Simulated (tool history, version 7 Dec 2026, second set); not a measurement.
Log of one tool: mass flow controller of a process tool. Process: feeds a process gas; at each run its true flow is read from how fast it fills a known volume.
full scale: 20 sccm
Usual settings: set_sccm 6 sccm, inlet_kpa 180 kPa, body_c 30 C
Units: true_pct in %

run    hour  set_sccm  inlet_kpa  body_c  true_pct
  1       0         6        180      30     99.05
  2   159.4         6        180      30     99.02
  3   340.3         6        180      30     98.98
  4   555.2         6        180      30     99.38
  5   715.8         6        180      30     99.38
  6   863.8         6        180      30     99.32
      887.7  -- controller's zero set anew
  7  1012.4         6        180      30     99.44
  8  1184.8         6        180      30     99.57
     1321.2  -- controller's zero set anew, once more
  9    1330         6        191      30     99.23
 10  1557.7         6        191      30      99.4
 11  1831.1         6        180      30     99.43
 12  2127.2         6        200      22     99.05
 13  2404.1        16        180      30     100.7
 14  2611.7         6        180      21      99.3
 15  2755.7         5        165      31     99.84
 16  3026.4         6        233      23      99.4
 17  3177.9         6        233      23     99.52
 18  3398.2        12        180      27    100.48
 19  3620.3         2        180      32    100.75
 20  3741.9        14        161      22    100.42
 21  3905.4         7        161      26    100.19

5 ways to go on from here, each from the tool as it stands after run 21. What would each give?
  A  4174.7         7        161      39         ?
  B  4174.7        11        161      26         ?
  C  4174.7         8        161      26         ?
  D  4174.7         6        170      30         ?
  E  4174.7         6        155      26         ?

run  true_pct
  A    101.05
  B    100.56
  C     100.3
  D    100.35
  E    100.26
Without the tool's hidden state the same runs would have given:
run  true_pct
  A      99.3
  B     98.98
  C     98.62
  D     98.53
  E     98.44

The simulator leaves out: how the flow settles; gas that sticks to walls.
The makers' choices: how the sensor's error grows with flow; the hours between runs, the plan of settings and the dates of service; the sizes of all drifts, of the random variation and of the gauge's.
